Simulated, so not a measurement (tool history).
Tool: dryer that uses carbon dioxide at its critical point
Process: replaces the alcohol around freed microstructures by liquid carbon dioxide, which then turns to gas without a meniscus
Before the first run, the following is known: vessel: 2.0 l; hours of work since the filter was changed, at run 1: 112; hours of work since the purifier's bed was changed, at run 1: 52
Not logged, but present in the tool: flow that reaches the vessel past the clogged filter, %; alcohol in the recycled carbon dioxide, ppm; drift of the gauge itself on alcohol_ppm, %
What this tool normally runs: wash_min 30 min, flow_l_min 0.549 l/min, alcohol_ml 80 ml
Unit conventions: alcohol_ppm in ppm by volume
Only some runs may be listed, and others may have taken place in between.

run	hour	wash_min	flow_l_min	alcohol_ml	hours of work since the filter was changed	hours of work since the purifier's bed was changed	alcohol_ppm
1	0	30	0.549	80	112	52	36
2	4.5	30	0.549	80	115	55	29
3	8.6	30	0.549	80	118	58	27
4	17.5	30	0.549	42	124	64	23
5	23.9	30	0.468	42	128	68	47
6	30.7	30	0.468	42	133	73	45
7	40.1	30	0.468	42	139	79	45
8	45.6	24	0.549	80	143	83	89
9	49.8	30	0.549	95	146	86	41
10	57.9	30	0.549	80	151	91	42
11	65.3	30	0.549	80	156	96	36
12	73.1	30	0.549	80	161	101	34
13	77.7	30	0.549	80	164	105	34
14	85.9	24	0.549	80	170	110	91
15	92.6	24	0.549	80	175	115	100
16	98.4	24	0.549	80	178	118	111
17	107.2	24	0.549	80	184	124	98
18	112.6	24	0.549	80	188	128	102
19	120.9	24	0.549	80	194	134	91
20	125.2	19	0.897	35	197	137	29
21	132	19	0.897	35	201	141	25
22	140.9	19	0.897	35	207	147	35
23	146.4	18	0.389	35	211	151	651
24	155.2	18	0.505	35	217	157	279
25	162.2	36	0.457	80	222	162	49
26	167.1	32	0.457	93	225	165	77
27	176.1	25	0.336	80	231	171	744
28	180.5	22	0.38	44	234	174	436
29	188.7	24	0.355	74	240	180	675
30	197.8	30	0.82	80	246	186	32
31	206.4	30	0.82	80	252	192	29
32	214.4	38	0.424	34	257	197	40
33	219.9	38	0.424	34	261	201	40
34	229.1	21	0.368	64	267	207	858
35	235.8	27	0.544	85	271	211	80
36	241	27	0.544	85	275	215	83
37	246.9	27	0.544	85	279	219	81

5 ways to go on from here, each from the tool as it stands after run 37. What would each give?
A	255.6	27	0.588	37	285	225	?
B	255.6	30	0.372	36	285	225	?
C	255.6	29	0.77	102	285	225	?
D	255.6	27	0.805	25	285	225	?
E	255.6	48	0.859	105	285	225	?

run	alcohol_ppm
A	50
B	134
C	44
D	46
E	38
With the hidden condition removed and each run's random variation left untouched, the same runs would have given:
run	alcohol_ppm
A	13
B	80
C	9
D	11
E	4
